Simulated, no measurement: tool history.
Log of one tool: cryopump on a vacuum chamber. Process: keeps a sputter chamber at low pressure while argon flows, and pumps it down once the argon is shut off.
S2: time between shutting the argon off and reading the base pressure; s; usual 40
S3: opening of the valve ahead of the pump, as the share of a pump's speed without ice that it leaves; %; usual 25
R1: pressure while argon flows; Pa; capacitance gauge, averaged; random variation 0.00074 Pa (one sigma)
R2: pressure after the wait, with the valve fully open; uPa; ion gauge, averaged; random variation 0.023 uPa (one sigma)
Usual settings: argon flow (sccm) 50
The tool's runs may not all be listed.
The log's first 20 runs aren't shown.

Run 21, hour 465.0: usual settings but argon flow (sccm) 34, S2 118 s. Result: R1 0.0989 Pa, R2 1.09 uPa.
Run 22, hour 479.1: usual settings but argon flow (sccm) 34, S2 118 s, S3 30 %. Result: R1 0.0851 Pa, R2 1.02 uPa.
Run 23, hour 507.0: usual settings but argon flow (sccm) 27, S2 218 s, S3 30 %. Result: R1 0.0672 Pa, R2 1.00 uPa.
Run 24, hour 522.6: usual settings but argon flow (sccm) 27, S2 218 s, S3 30 %. Result: R1 0.0670 Pa, R2 1.01 uPa.
Run 25, hour 547.5: usual settings but argon flow (sccm) 24. Result: R1 0.0714 Pa, R2 1.47 uPa.
Run 26, hour 578.2: usual settings but argon flow (sccm) 64, S3 48 %. Result: R1 0.1046 Pa, R2 1.54 uPa.
Run 27, hour 596.6: usual settings but argon flow (sccm) 37, S2 23 s, S3 31 %. Result: R1 0.0900 Pa, R2 1.86 uPa.
Run 28, hour 610.4: usual settings but S3 39 %. Result: R1 0.0982 Pa, R2 1.45 uPa.
Run 29, hour 624.4: usual settings but S2 233 s, S3 28 %. Result: R1 0.1344 Pa, R2 1.05 uPa.
Run 30, hour 638.9: usual settings but S2 230 s, S3 20 %. Result: R1 0.1813 Pa, R2 0.98 uPa.
Run 31, hour 654.7: usual settings but S2 64 s, S3 48 %. Result: R1 0.0824 Pa, R2 1.31 uPa.

Forecast each of these 5 alternatives for the next run:
Run A, hour 672.5: usual settings but S2 291 s, S3 48 %. Result: R1 ?, R2 ?.
Run B, hour 672.5: usual settings but argon flow (sccm) 68, S2 43 s, S3 32 %. Result: R1 ?, R2 ?.
Run C, hour 672.5: usual settings but argon flow (sccm) 33, S2 108 s, S3 48 %. Result: R1 ?, R2 ?.
Run D, hour 672.5: usual settings but argon flow (sccm) 44, S2 62 s. Result: R1 ?, R2 ?.
Run E, hour 672.5: usual settings but argon flow (sccm) 20, S3 24 %. Result: R1 ?, R2 ?.

run      R1    R2
  A  0.0824  1.04
  B  0.1605  1.49
  C  0.0538  1.17
  D  0.1316  1.34
  E  0.0619  1.46
Without the tool's hidden state the same runs would have given:
run      R1    R2
  A  0.0710  0.22
  B  0.1449  0.69
  C  0.0463  0.33
  D  0.1215  0.53
  E  0.0573  0.67
